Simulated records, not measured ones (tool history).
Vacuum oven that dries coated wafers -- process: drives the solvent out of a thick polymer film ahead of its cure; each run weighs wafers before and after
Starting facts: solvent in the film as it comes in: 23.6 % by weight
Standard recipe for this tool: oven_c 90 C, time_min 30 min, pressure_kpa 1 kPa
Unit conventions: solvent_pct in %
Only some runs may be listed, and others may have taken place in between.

run	hour	oven_c	time_min	pressure_kpa	solvent_pct
1	0	90	30	1	1.29
2	16.1	90	30	1	1.31
# hour 33.2: oven's thermocouples calibrated
3	34.1	90	30	1	1.45
4	48.1	90	45	1	0.73
5	58	90	45	1	0.69
6	68.9	90	30	1	1.44
7	84.6	90	30	1	1.44
8	101.7	90	30	1	1.43
9	111.8	90	30	1	1.43
10	132.7	76	54	0.85	1.96
11	156.3	81	30	0.97	3.37
# hour 166.1: oven's thermocouples calibrated, once more
12	173.3	81	30	0.97	2.75
13	188.5	95	40	2.41	1
14	200.4	98	25	1	0.67
15	215.6	85	18	1	4.3
16	226.9	85	39	1.39	1.37
17	237.4	90	30	0.5	0.89
18	260.1	90	30	0.56	0.98

Here are 5 independent what-if runs from the current tool condition. What would each one return?
A	270.1	90	27	2.1	?
B	270.1	94	30	0.76	?
C	270.1	98	53	2	?
D	270.1	90	27	1	?
E	270.1	90	45	1.21	?

run	solvent_pct
A	1.83
B	0.63
C	0.67
D	1.42
E	0.7
With no hidden state in the tool, these same runs would have given:
run	solvent_pct
A	1.8
B	0.6
C	0.63
D	1.38
E	0.66

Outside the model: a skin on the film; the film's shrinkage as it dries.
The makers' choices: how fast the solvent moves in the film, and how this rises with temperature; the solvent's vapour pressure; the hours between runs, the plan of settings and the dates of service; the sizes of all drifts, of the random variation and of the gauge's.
